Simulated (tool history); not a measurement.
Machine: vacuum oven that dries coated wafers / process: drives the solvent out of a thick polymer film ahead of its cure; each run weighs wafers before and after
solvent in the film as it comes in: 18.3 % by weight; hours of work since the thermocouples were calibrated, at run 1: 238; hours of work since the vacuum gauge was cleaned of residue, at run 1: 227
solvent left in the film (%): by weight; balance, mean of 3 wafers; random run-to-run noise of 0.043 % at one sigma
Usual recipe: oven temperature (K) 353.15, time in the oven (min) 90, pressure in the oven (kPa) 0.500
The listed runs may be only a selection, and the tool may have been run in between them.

run   hour  oven temperature (K)  time in the oven (min)  pressure in the oven (kPa)  hours of work since the thermocouples were calibrated  hours of work since the vacuum gauge was cleaned of residue  solvent left in the film (%)
  1    0.0                353.15                      90                       0.500                                                    238                                                          227                          1.55
  2   14.0                353.15                      90                       0.988                                                    247                                                          236                          2.40
  3   27.6                353.15                      90                       0.500                                                    257                                                          246                          1.60
  4   36.1                353.15                      90                       0.500                                                    263                                                          252                          1.65
  5   49.3                353.15                      90                       0.500                                                    272                                                          261                          1.59
  6   63.4                341.15                      90                       0.500                                                    282                                                          270                          4.00
  7   72.8                341.15                      90                       0.500                                                    288                                                          277                          4.01
  8   83.3                341.15                      90                       0.500                                                    295                                                          284                          3.99
  9   93.0                340.15                      90                       0.500                                                    302                                                          291                          4.33
 10  104.0                340.15                      90                       0.500                                                    310                                                          299                          4.22
 11  114.9                340.15                      90                       0.500                                                    317                                                          306                          4.24
 12  126.7                340.15                      90                       0.500                                                    325                                                          314                          4.37
 13  132.7                353.15                      90                       0.500                                                    330                                                          318                          1.56
 14  145.0                353.15                      90                       0.500                                                    338                                                          327                          1.59
 15  155.2                353.15                      90                       0.500                                                    345                                                          334                          1.58
 16  164.6                353.15                      90                       0.500                                                    352                                                          341                          1.61
 17  177.6                353.15                      90                       0.500                                                    361                                                          350                          1.61
 18  185.9                353.15                      90                       0.792                                                    366                                                          355                          2.14
 19  194.6                353.15                      90                       0.792                                                    372                                                          361                          2.08
 20  208.9                353.15                      90                       0.792                                                    382                                                          371                          2.04
 21  223.3                353.15                      50                       0.500                                                    392                                                          381                          3.58
 22  237.3                353.15                      50                       0.500                                                    402                                                          391                          3.67
 23  243.6                353.15                      50                       0.500                                                    406                                                          395                          3.60
 24  249.5                367.15                     150                       0.528                                                    411                                                          399                          0.53
 25  263.5                353.15                      72                       0.421                                                    420                                                          409                          2.06
 26  277.8                363.15                      85                       0.480                                                    430                                                          419                          0.69
 27  285.5                363.15                      85                       0.480                                                    435                                                          424                          0.71
 28  295.4                338.15                     138                       0.500                                                    442                                                          431                          3.00
 29  309.7                350.15                     138                       0.500                                                    452                                                          441                          1.22
 30  316.9                359.15                     124                       0.643                                                    457                                                          446                          0.93
 31  324.7                359.15                     124                       0.643                                                    463                                                          451                          0.94
 32  332.3                359.15                      90                       0.500                                                    468                                                          457                          0.96
 33  345.4                353.15                      62                       1.005                                                    477                                                          466                          3.47
 34  353.5                353.15                      52                       0.500                                                    483                                                          471                          3.51
 35  367.1                365.15                     119                       0.504                                                    492                                                          481                          0.63
 36  381.8                358.15                     119                       0.560                                                    502                                                          491                          0.90
 37  392.8                358.15                      47                       0.500                                                    510                                                          499                          2.79
 38  401.4                358.15                     157                       1.099                                                    516                                                          505                          1.52
 39  412.7                358.15                     157                       0.494                                                    524                                                          512                          0.71
 40  421.5                358.15                     157                       0.494                                                    530                                                          519                          0.67
 41  430.1                339.15                      90                       0.399                                                    536                                                          525                          4.26
 42  437.8                339.15                      90                       0.399                                                    541                                                          530                          4.28

Below are 3 alternative next runs, each starting from the tool's condition after run 42. Predict each:
  A  444.7                363.15                     118                       0.495                                                    546                                                          535                             ?
  B  444.7                352.15                      83                       0.475                                                    546                                                          535                             ?
  C  444.7                354.15                      90                       0.264                                                    546                                                          535                             ?

run  solvent left in the film (%)
  A                          0.62
  B                          1.96
  C                          1.07
With no hidden state in the tool, these same runs would have given:
run  solvent left in the film (%)
  A                          0.61
  B                          1.95
  C                          1.06
